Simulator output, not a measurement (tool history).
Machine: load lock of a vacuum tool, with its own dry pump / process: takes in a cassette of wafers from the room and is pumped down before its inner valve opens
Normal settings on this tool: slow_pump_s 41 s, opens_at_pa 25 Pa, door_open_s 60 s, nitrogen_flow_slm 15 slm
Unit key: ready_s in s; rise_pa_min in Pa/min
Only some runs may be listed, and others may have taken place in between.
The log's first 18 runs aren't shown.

run	day	slow_pump_s	opens_at_pa	door_open_s	nitrogen_flow_slm	incoming humidity of the room's air, %	ready_s	rise_pa_min
19	61.162	41	25	60	5	44.4	67.5	0.148
20	64.971	37	25	57	34	45.3	64.5	0.136
21	69.262	55	25	57	34	43.8	77.7	0.131
22	72.771	41	25	186	35	44.8	67.3	0.156
23	74.650	41	35	60	31	42.4	67.0	0.138
24	78.279	41	25	102	6	47.8	68.0	0.172
25	80.479	53	25	102	26	44.5	77.5	0.153
26	83.292	44	36	60	15	44.9	68.4	0.147
27	85.471	80	39	45	15	43.4	94.1	0.152
28	88.204	81	19	45	15	46.4	98.6	0.152
29	91.046	81	19	45	15	45.5	99.0	0.153
30	93.142	81	39	45	10	44.7	93.8	0.156
31	95.450	41	25	139	15	41.8	68.1	0.170
32	98.588	70	39	60	15	45.9	86.9	0.164
33	102.962	41	48	60	5	46.3	64.7	0.177
34	105.596	41	48	60	5	42.8	64.5	0.179
35	107.800	41	20	60	5	43.3	69.8	0.171
36	111.633	41	35	60	15	44.4	66.9	0.168
37	114.550	41	25	60	6	48.6	67.5	0.189

4 ways to go on from here, each from the tool as it stands after run 37. What would each give?
A	116.629	33	25	231	6	46.2	?	?
B	116.629	41	31	152	6	45.2	?	?
C	116.629	41	42	60	6	48.6	?	?
D	116.629	77	29	60	6	45.9	?	?

run	ready_s	rise_pa_min
A	61.9	0.233
B	67.0	0.217
C	66.3	0.186
D	94.3	0.182
Stripped of hidden state, with their random variation kept, the same runs would have yielded:
run	ready_s	rise_pa_min
A	60.5	0.092
B	65.8	0.075
C	65.1	0.045
D	93.5	0.044
